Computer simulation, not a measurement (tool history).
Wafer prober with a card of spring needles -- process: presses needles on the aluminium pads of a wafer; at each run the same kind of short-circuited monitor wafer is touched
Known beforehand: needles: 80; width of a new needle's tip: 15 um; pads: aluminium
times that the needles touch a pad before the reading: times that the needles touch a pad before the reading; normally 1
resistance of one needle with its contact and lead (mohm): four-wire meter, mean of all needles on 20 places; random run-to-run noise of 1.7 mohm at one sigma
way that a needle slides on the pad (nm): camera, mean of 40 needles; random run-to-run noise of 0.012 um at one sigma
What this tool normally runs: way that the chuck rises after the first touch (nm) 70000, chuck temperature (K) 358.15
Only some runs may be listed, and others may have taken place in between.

run	hour	way that the chuck rises after the first touch (nm)	chuck temperature (K)	times that the needles touch a pad before the reading	resistance of one needle with its contact and lead (mohm)	way that a needle slides on the pad (nm)
1	0.0	70000	358.15	1	164	15340
2	15.0	70000	358.15	1	175	15320
# hour 20.9: tips cleaned on abrasive film
3	31.9	70000	358.15	1	182	15310
# hour 43.0: tips cleaned on abrasive film
4	44.0	70000	358.15	1	166	15290
5	61.0	50000	358.15	1	188	10870
# hour 64.7: tips cleaned on abrasive film
6	76.9	50000	358.15	1	188	10830
# hour 85.4: tips cleaned on abrasive film
# hour 87.1: height of the first contact set anew
7	96.0	67000	358.15	1	174	14740
# hour 106.5: tips cleaned on abrasive film
8	109.2	70000	394.15	2	176	15410
9	117.5	82000	394.15	2	174	18060
# hour 125.7: tips cleaned on abrasive film, once more
10	134.2	82000	394.15	2	178	18030
11	144.0	82000	394.15	2	174	18060
# hour 147.1: tips cleaned on abrasive film
12	153.3	82000	394.15	2	175	18020

5 ways to go on from here, each from the tool as it stands after run 12. What would each give?
A	164.0	70000	358.15	2	?	?
B	164.0	70000	368.15	2	?	?
C	164.0	70000	300.15	1	?	?
D	164.0	84000	379.15	2	?	?
E	164.0	63000	394.15	2	?	?

run	resistance of one needle with its contact and lead (mohm)	way that a needle slides on the pad (nm)
A	170	15370
B	178	15360
C	166	15380
D	174	18430
E	180	13830
Stripped of hidden state, with their random variation kept, the same runs would have yielded:
run	resistance of one needle with its contact and lead (mohm)	way that a needle slides on the pad (nm)
A	162	15440
B	170	15420
C	153	15440
D	169	18500
E	172	13900

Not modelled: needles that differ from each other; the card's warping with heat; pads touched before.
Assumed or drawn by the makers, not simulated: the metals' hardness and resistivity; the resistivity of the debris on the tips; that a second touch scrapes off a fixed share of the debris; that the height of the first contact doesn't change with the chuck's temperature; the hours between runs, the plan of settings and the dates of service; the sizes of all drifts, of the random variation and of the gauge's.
